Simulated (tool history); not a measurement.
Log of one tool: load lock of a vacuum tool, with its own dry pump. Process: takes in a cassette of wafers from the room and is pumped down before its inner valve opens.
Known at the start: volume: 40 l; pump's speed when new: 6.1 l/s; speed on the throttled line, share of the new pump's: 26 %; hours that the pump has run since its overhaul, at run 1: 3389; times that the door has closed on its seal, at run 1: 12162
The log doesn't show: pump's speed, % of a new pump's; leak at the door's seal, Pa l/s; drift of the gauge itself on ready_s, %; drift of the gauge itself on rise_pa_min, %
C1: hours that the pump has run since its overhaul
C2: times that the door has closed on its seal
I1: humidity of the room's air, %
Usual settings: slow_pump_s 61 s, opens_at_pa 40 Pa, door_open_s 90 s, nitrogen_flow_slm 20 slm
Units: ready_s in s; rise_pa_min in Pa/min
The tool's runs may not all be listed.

Run 1, day 0.000: usual settings; C1 3389; C2 12162; I1 46.4. Result: ready_s 98.0 s, rise_pa_min 0.103 Pa/min.
Run 2, day 6.742: usual settings; C1 3551; C2 12882; I1 44.1. Result: ready_s 98.6 s, rise_pa_min 0.110 Pa/min.
Run 3, day 21.433: usual settings; C1 3903; C2 14450; I1 41.8. Result: ready_s 99.0 s, rise_pa_min 0.117 Pa/min.
Run 4, day 36.117: usual settings; C1 4256; C2 16017; I1 46.2. Result: ready_s 98.2 s, rise_pa_min 0.126 Pa/min.
Run 5, day 45.875: usual settings; C1 4490; C2 17059; I1 46.5. Result: ready_s 99.3 s, rise_pa_min 0.140 Pa/min.
Run 6, day 53.896: usual settings; C1 4682; C2 17915; I1 47.1. Result: ready_s 98.6 s, rise_pa_min 0.144 Pa/min.
Run 7, day 62.888: usual settings; C1 4898; C2 18875; I1 44.1. Result: ready_s 99.7 s, rise_pa_min 0.157 Pa/min.
Run 8, day 77.283: usual settings; C1 5244; C2 20411; I1 45.6. Result: ready_s 99.2 s, rise_pa_min 0.177 Pa/min.
Run 9, day 91.121: usual settings; C1 5576; C2 21888; I1 45.6. Result: ready_s 99.2 s, rise_pa_min 0.183 Pa/min.
Run 10, day 105.262: usual settings but nitrogen_flow_slm 6 slm; C1 5915; C2 23397; I1 45.4. Result: ready_s 98.1 s, rise_pa_min 0.233 Pa/min.
Run 11, day 112.512: usual settings but opens_at_pa 37 Pa, nitrogen_flow_slm 6 slm; C1 6089; C2 24172; I1 43.9. Result: ready_s 99.3 s, rise_pa_min 0.238 Pa/min.
Run 12, day 127.575: usual settings but opens_at_pa 37 Pa, nitrogen_flow_slm 6 slm; C1 6451; C2 25779; I1 42.8. Result: ready_s 100.1 s, rise_pa_min 0.253 Pa/min.
Run 13, day 137.346: usual settings but opens_at_pa 37 Pa, nitrogen_flow_slm 6 slm; C1 6685; C2 26822; I1 43.5. Result: ready_s 101.2 s, rise_pa_min 0.265 Pa/min.
Run 14, day 144.129: usual settings; C1 6848; C2 27546; I1 48.4. Result: ready_s 99.5 s, rise_pa_min 0.250 Pa/min.
Run 15, day 150.971: usual settings but slow_pump_s 59 s; C1 7012; C2 28276; I1 47.5. Result: ready_s 98.1 s, rise_pa_min 0.253 Pa/min.
Run 16, day 159.688: usual settings but slow_pump_s 59 s; C1 7221; C2 29207; I1 45.6. Result: ready_s 99.3 s, rise_pa_min 0.266 Pa/min.
Run 17, day 167.983: usual settings but slow_pump_s 59 s; C1 7421; C2 30092; I1 44.9. Result: ready_s 99.2 s, rise_pa_min 0.272 Pa/min.
Run 18, day 178.017: usual settings but slow_pump_s 59 s; C1 7661; C2 31163; I1 43.7. Result: ready_s 98.9 s, rise_pa_min 0.298 Pa/min.
Run 19, day 186.858: usual settings but opens_at_pa 30 Pa, door_open_s 74 s; C1 7874; C2 32107; I1 41.6. Result: ready_s 102.5 s, rise_pa_min 0.294 Pa/min.
Run 20, day 201.304: usual settings but slow_pump_s 105 s, opens_at_pa 30 Pa, door_open_s 150 s, nitrogen_flow_slm 10 slm; C1 8220; C2 33649; I1 42.4. Result: ready_s 133.6 s, rise_pa_min 0.363 Pa/min.
Run 21, day 215.117: usual settings but slow_pump_s 105 s, opens_at_pa 30 Pa, door_open_s 150 s, nitrogen_flow_slm 10 slm; C1 8552; C2 35123; I1 43.3. Result: ready_s 134.1 s, rise_pa_min 0.388 Pa/min.
Run 22, day 222.004: usual settings but nitrogen_flow_slm 25 slm; C1 8717; C2 35859; I1 47.5. Result: ready_s 100.6 s, rise_pa_min 0.348 Pa/min.
Run 23, day 235.821: usual settings but nitrogen_flow_slm 25 slm; C1 9049; C2 37333; I1 41.5. Result: ready_s 100.7 s, rise_pa_min 0.371 Pa/min.
Run 24, day 247.612: usual settings but nitrogen_flow_slm 25 slm; C1 9332; C2 38592; I1 43.9. Result: ready_s 100.4 s, rise_pa_min 0.397 Pa/min.
Run 25, day 262.058: usual settings but opens_at_pa 29 Pa; C1 9678; C2 40134; I1 45.8. Result: ready_s 102.7 s, rise_pa_min 0.424 Pa/min.
Run 26, day 278.508: usual settings but opens_at_pa 29 Pa; C1 10073; C2 41890; I1 41.8. Result: ready_s 103.6 s, rise_pa_min 0.455 Pa/min.
Run 27, day 288.350: usual settings but opens_at_pa 29 Pa; C1 10309; C2 42940; I1 46.2. Result: ready_s 105.8 s, rise_pa_min 0.488 Pa/min.
Run 28, day 301.217: usual settings but slow_pump_s 95 s, door_open_s 73 s, nitrogen_flow_slm 4 slm; C1 10618; C2 44314; I1 46.9. Result: ready_s 126.1 s, rise_pa_min 0.529 Pa/min.
Run 29, day 310.112: usual settings but slow_pump_s 52 s, nitrogen_flow_slm 5 slm; C1 10832; C2 45263; I1 48.4. Result: ready_s 95.1 s, rise_pa_min 0.549 Pa/min.
Run 30, day 319.012: usual settings but slow_pump_s 88 s; C1 11045; C2 46213; I1 48.5. Result: ready_s 121.0 s, rise_pa_min 0.551 Pa/min.
Run 31, day 331.158: usual settings but slow_pump_s 88 s, opens_at_pa 38 Pa, door_open_s 55 s, nitrogen_flow_slm 24 slm; C1 11337; C2 47509; I1 44.0. Result: ready_s 122.2 s, rise_pa_min 0.533 Pa/min.

Forecast each of these 5 alternatives for the next run:
At day 340.475: door's seal changed, seat wiped.
Run A, day 341.725: usual settings but nitrogen_flow_slm 7 slm; C1 11589; C2 133; I1 45.5. Result: ready_s ?, rise_pa_min ?.
At day 340.475: door's seal changed, seat wiped.
Run B, day 341.725: usual settings but opens_at_pa 42 Pa, door_open_s 35 s, nitrogen_flow_slm 17 slm; C1 11589; C2 133; I1 45.7. Result: ready_s ?, rise_pa_min ?.
At day 340.475: door's seal changed, seat wiped.
Run C, day 341.725: usual settings but slow_pump_s 38 s, opens_at_pa 35 Pa, door_open_s 55 s, nitrogen_flow_slm 16 slm; C1 11589; C2 133; I1 43.8. Result: ready_s ?, rise_pa_min ?.
At day 340.475: door's seal changed, seat wiped.
Run D, day 341.725: usual settings but door_open_s 132 s; C1 11589; C2 133; I1 45.0. Result: ready_s ?, rise_pa_min ?.
At day 340.475: door's seal changed, seat wiped.
Run E, day 341.725: usual settings but slow_pump_s 42 s, opens_at_pa 62 Pa, door_open_s 55 s, nitrogen_flow_slm 23 slm; C1 11589; C2 133; I1 44.9. Result: ready_s ?, rise_pa_min ?.

run  ready_s  rise_pa_min
  A    100.5        0.075
  B    101.7        0.024
  C     87.0        0.037
  D    102.2        0.061
  E     85.9        0.030
Without the tool's hidden state the same runs would have given:
run  ready_s  rise_pa_min
  A     95.0        0.074
  B     96.3        0.024
  C     80.4        0.036
  D     96.6        0.060
  E     80.0        0.029
